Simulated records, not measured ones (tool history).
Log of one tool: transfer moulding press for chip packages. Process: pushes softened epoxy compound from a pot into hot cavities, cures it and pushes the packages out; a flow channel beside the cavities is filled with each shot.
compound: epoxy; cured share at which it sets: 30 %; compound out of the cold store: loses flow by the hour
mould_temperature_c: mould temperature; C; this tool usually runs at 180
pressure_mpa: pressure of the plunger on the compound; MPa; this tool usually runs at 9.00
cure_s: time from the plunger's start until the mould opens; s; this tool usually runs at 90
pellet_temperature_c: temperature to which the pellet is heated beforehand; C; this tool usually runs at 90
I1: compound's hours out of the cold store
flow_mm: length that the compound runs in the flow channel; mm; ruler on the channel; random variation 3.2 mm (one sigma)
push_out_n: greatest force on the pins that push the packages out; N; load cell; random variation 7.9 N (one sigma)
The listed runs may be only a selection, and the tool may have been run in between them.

Run 1, day 0.000: usual settings; I1 27.2. Result: flow_mm 847 mm, push_out_n 332 N.
At day 1.017: cavities cleaned with cleaning compound and waxed.
Run 2, day 1.271: usual settings; I1 37.9. Result: flow_mm 783 mm, push_out_n 343 N.
Run 3, day 2.725: usual settings; I1 28.7. Result: flow_mm 835 mm, push_out_n 361 N.
At day 3.929: cavities cleaned with cleaning compound and waxed.
Run 4, day 4.638: usual settings but pellet_temperature_c 91 C; I1 32.2. Result: flow_mm 815 mm, push_out_n 352 N.
Run 5, day 6.592: usual settings but pellet_temperature_c 91 C; I1 26.8. Result: flow_mm 844 mm, push_out_n 342 N.
At day 6.871: cavities cleaned with cleaning compound and waxed.
Run 6, day 8.008: usual settings but pellet_temperature_c 91 C; I1 9.3. Result: flow_mm 933 mm, push_out_n 355 N.
At day 9.833: cavities cleaned with cleaning compound and waxed.
Run 7, day 9.838: usual settings; I1 13.4. Result: flow_mm 912 mm, push_out_n 351 N.
Run 8, day 10.921: usual settings; I1 32.9. Result: flow_mm 811 mm, push_out_n 339 N.
At day 12.775: cavities cleaned with cleaning compound and waxed.
Run 9, day 12.867: usual settings; I1 37.0. Result: flow_mm 793 mm, push_out_n 347 N.
At day 13.188: plunger's sealing rings changed.
Run 10, day 14.079: usual settings; I1 36.4. Result: flow_mm 799 mm, push_out_n 353 N.
Run 11, day 15.158: usual settings; I1 35.9. Result: flow_mm 801 mm, push_out_n 343 N.
At day 15.804: cavities cleaned with cleaning compound and waxed.
Run 12, day 17.608: usual settings but pellet_temperature_c 80 C; I1 46.6. Result: flow_mm 751 mm, push_out_n 334 N.
At day 18.812: cavities cleaned with cleaning compound and waxed.
Run 13, day 19.375: usual settings; I1 29.7. Result: flow_mm 826 mm, push_out_n 347 N.
Run 14, day 20.908: usual settings but pressure_mpa 7.35 MPa; I1 26.8. Result: flow_mm 763 mm, push_out_n 341 N.
At day 21.850: cavities cleaned with cleaning compound and waxed.
At day 23.125: mould's thermocouples calibrated.
Run 15, day 23.275: usual settings but mould_temperature_c 187 C, pressure_mpa 7.37 MPa, cure_s 82 s; I1 26.1. Result: flow_mm 738 mm, push_out_n 315 N.
At day 24.858: cavities cleaned with cleaning compound and waxed.
Run 16, day 25.621: usual settings but mould_temperature_c 178 C, pressure_mpa 10.76 MPa, cure_s 85 s, pellet_temperature_c 88 C; I1 9.6. Result: flow_mm 1030 mm, push_out_n 441 N.
At day 27.883: cavities cleaned with cleaning compound and waxed.
Run 17, day 27.883: usual settings but mould_temperature_c 177 C, pressure_mpa 9.30 MPa; I1 11.2. Result: flow_mm 944 mm, push_out_n 407 N.

Forecast run 18:
Run 18, day 30.171: usual settings but mould_temperature_c 177 C, pressure_mpa 9.30 MPa; I1 20.0. Result: flow_mm ?, push_out_n ?.

flow_mm: 906 mm
push_out_n: 411 N
Had the tool carried no hidden state, the very same run would have given flow_mm 907 mm, push_out_n 408 N.
